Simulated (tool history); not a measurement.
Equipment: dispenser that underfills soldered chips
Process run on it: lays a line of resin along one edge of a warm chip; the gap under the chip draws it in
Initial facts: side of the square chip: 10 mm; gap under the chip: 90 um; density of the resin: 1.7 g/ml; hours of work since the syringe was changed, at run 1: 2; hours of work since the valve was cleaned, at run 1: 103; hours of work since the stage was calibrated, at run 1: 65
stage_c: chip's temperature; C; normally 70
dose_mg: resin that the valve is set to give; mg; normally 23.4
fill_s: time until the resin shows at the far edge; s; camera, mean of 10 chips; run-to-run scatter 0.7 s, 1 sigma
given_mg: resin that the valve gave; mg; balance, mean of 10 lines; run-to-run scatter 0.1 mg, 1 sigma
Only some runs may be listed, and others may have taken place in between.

run	hour	stage_c	dose_mg	hours of work since the syringe was changed	hours of work since the valve was cleaned	hours of work since the stage was calibrated	fill_s	given_mg
1	0	70	23.4	2	103	65	78.4	21.29
# hour 1.5: dispensing valve cleaned and set on the balance
2	3.6	70	23.4	4	1	67	86.9	23.58
# hour 9.1: new syringe of resin
3	9.3	70	23.4	0	5	71	65.5	23.54
4	14.2	70	23.4	4	9	74	83.2	23.37
5	19.6	70	23.4	7	13	78	109.2	23.18
# hour 20.7: new syringe of resin
6	23.6	70	23.4	2	15	80	76.3	23.12
7	26.4	70	23.4	4	17	82	85	23.11
# hour 32.3: new syringe of resin
8	32.3	70	23.4	0	21	86	64.1	22.98
9	35.4	70	23.4	2	23	89	75.2	23.08
10	40.1	70	23.4	5	27	92	96.9	22.95
# hour 43.7: new syringe of resin
11	44	70	23.4	0	29	94	65.6	22.78
12	48	70	23.4	3	32	97	80.7	22.79
13	52.5	70	23.4	6	35	100	101	22.73
# hour 55.5: new syringe of resin
14	56.8	70	23.4	1	38	103	68.9	22.65
15	61.6	70	23.4	4	41	107	89.1	22.51
16	66	70	23.4	7	44	110	110.6	22.65
# hour 67.1: new syringe of resin
17	71.2	70	23.4	3	48	113	80	22.53
18	73.8	70	23.4	5	50	115	92.2	22.57
19	76.6	63	29	7	52	117	125.7	27.67
# hour 78.6: new syringe of resin
20	80.2	63	29	1	54	119	88	27.55
21	82.6	79	27	3	56	121	60.6	25.78
22	87	70	30.1	6	59	124	98.1	28.77
# hour 90: new syringe of resin
23	92.1	83	26.7	2	62	128	48.3	25.45
24	95.1	61	23	4	64	130	110.2	21.8
25	100.5	64	29.2	7	68	133	129.8	27.56
# hour 101.8: new syringe of resin
26	106.5	56	23.4	3	72	137	127.4	21.98
27	109.4	56	23.4	5	74	139	150.7	21.97
# hour 113.3: new syringe of resin
28	114.5	84	25.3	1	78	143	46.4	23.8
29	119	84	25.3	4	81	146	57.4	23.46
30	123	82	26.8	7	84	149	72.5	24.74
# hour 125: new syringe of resin
31	126	82	21.3	1	85	151	49	19.91
32	129.1	81	30.2	3	88	153	55.9	27.82
33	133	60	25.3	6	90	156	133.4	23.42
# hour 136.4: new syringe of resin
34	137.1	71	24.1	0	93	158	68.3	22.17
35	142.8	76	21.4	4	97	162	79.9	19.67
36	146.8	72	23.5	7	100	165	106.5	21.5

Each row is a separate what-if for the run after 36, all from the same tool condition, not one after another. Results?
# hour 147.9: new syringe of resin
A	150.2	56	21	2	102	167	?	?
# hour 147.9: new syringe of resin
B	150.2	62	26.7	2	102	167	?	?
# hour 147.9: new syringe of resin
C	150.2	78	22.8	2	102	167	?	?
# hour 147.9: new syringe of resin
D	150.2	70	29.7	2	102	167	?	?

run	fill_s	given_mg
A	121.9	19.1
B	95.1	24.45
C	59.9	20.88
D	75	27.11
The same runs, with their run-to-run variation unchanged, on a tool lacking any hidden condition would have given:
run	fill_s	given_mg
A	100.7	20.94
B	80.1	26.78
C	50	22.88
D	63.5	29.7
